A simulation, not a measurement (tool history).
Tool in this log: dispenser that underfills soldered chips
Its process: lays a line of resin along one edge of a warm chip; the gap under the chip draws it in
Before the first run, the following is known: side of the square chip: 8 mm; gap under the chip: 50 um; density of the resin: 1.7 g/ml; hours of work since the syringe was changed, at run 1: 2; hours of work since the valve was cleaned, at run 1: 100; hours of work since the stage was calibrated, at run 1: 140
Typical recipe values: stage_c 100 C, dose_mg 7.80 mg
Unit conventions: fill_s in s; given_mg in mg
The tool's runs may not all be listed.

run   hour  stage_c  dose_mg  hours of work since the syringe was changed  hours of work since the valve was cleaned  hours of work since the stage was calibrated  fill_s  given_mg
  1    0.0      100     7.80                                            2                                        100                                           140    39.6      7.04
       5.1  -- new syringe of resin
  2    5.1      100     7.80                                            0                                        104                                           143    34.7      6.97
  3    9.1      100     7.80                                            3                                        107                                           146    42.7      7.01
  4   12.3      100     7.80                                            5                                        109                                           148    49.7      6.92
      13.3  -- new syringe of resin
  5   16.8      100     7.80                                            2                                        112                                           151    41.7      6.93
  6   20.7      100     7.80                                            5                                        114                                           154    50.6      6.93
      21.5  -- new syringe of resin
  7   25.4      100     7.80                                            3                                        117                                           157    42.6      6.85
      26.8  -- dispensing valve cleaned and set on the balance
      30.4  -- new syringe of resin
  8   30.4      100     7.80                                            0                                          2                                           159    34.2      7.81
  9   32.9      100     7.80                                            2                                          4                                           161    38.8      7.85
 10   36.8      100     7.80                                            4                                          7                                           164    47.1      7.59
      38.7  -- new syringe of resin
 11   40.0      107     7.80                                            1                                          9                                           166    27.7      7.72
 12   45.0      101     7.80                                            4                                         12                                           169    44.5      7.74
      46.7  -- new syringe of resin
 13   48.2      101     7.80                                            1                                         14                                           171    35.5      7.73
 14   52.0      101     7.80                                            4                                         17                                           174    42.2      7.76
      54.9  -- new syringe of resin
 15   55.6      101     7.80                                            0                                         19                                           176    34.4      7.58
 16   60.5      100     7.80                                            4                                         23                                           180    45.9      7.75
      62.9  -- new syringe of resin
 17   64.2      114     8.16                                            1                                         25                                           182    21.1      7.97
 18   66.8      107     9.72                                            3                                         27                                           184    30.3      9.49
      71.0  -- new syringe of resin
 19   71.3       96     6.80                                            0                                         30                                           187    41.8      6.59
 20   73.5      112     9.34                                            2                                         31                                           188    23.1      8.96
 21   75.6       91     7.80                                            3                                         33                                           190    61.8      7.53
      79.1  -- new syringe of resin
 22   80.0       91     7.80                                            1                                         36                                           193    50.0      7.46
 23   82.0       91     6.69                                            2                                         37                                           194    59.1      6.44
      87.2  -- new syringe of resin
 24   87.2       91     6.69                                            0                                         40                                           197    51.0      6.41
 25   91.1       91     6.69                                            3                                         43                                           200    62.2      6.36
      95.3  -- new syringe of resin
 26   96.3       91     6.69                                            1                                         46                                           203    53.6      6.34
 27   99.0      107     8.93                                            3                                         48                                           205    30.7      8.48
 28  101.7      107     8.93                                            4                                         50                                           207    35.0      8.42
     103.5  -- new syringe of resin
 29  106.7      107     8.93                                            2                                         53                                           210    29.2      8.47
 30  110.4      107     8.93                                            5                                         56                                           213    35.4      8.49
     111.6  -- new syringe of resin
 31  113.8      102     7.57                                            2                                         58                                           215    35.2      7.18

Run by run, hidden condition taken away, random variation retained:
Unlogged tool condition in this case: resin's viscosity, % of fresh resin's; dose that the valve gives, % of what is set; true chip temperature over the reading, C; drift of the gauge itself on fill_s, %; drift of the gauge itself on given_mg, %.
run  fill_s  given_mg
  1    34.2      7.81
  2    34.9      7.76
  3    35.0      7.82
  4    34.6      7.75
  5    35.0      7.78
  6    34.7      7.80
  7    35.2      7.75
  8    35.3      7.81
  9    35.3      7.86
 10    34.9      7.62
 11    26.6      7.77
 12    33.0      7.82
 13    34.1      7.82
 14    33.4      7.88
 15    33.8      7.70
 16    35.2      7.91
 17    20.4      8.15
 18    25.7      9.73
 19    42.6      6.77
 20    21.1      9.23
 21    50.8      7.77
 22    49.8      7.72
 23    52.6      6.67
 24    52.0      6.66
 25    51.9      6.63
 26    52.6      6.63
 27    26.6      8.88
 28    26.3      8.85
 29    26.0      8.92
 30    26.0      8.97
 31    32.5      7.60

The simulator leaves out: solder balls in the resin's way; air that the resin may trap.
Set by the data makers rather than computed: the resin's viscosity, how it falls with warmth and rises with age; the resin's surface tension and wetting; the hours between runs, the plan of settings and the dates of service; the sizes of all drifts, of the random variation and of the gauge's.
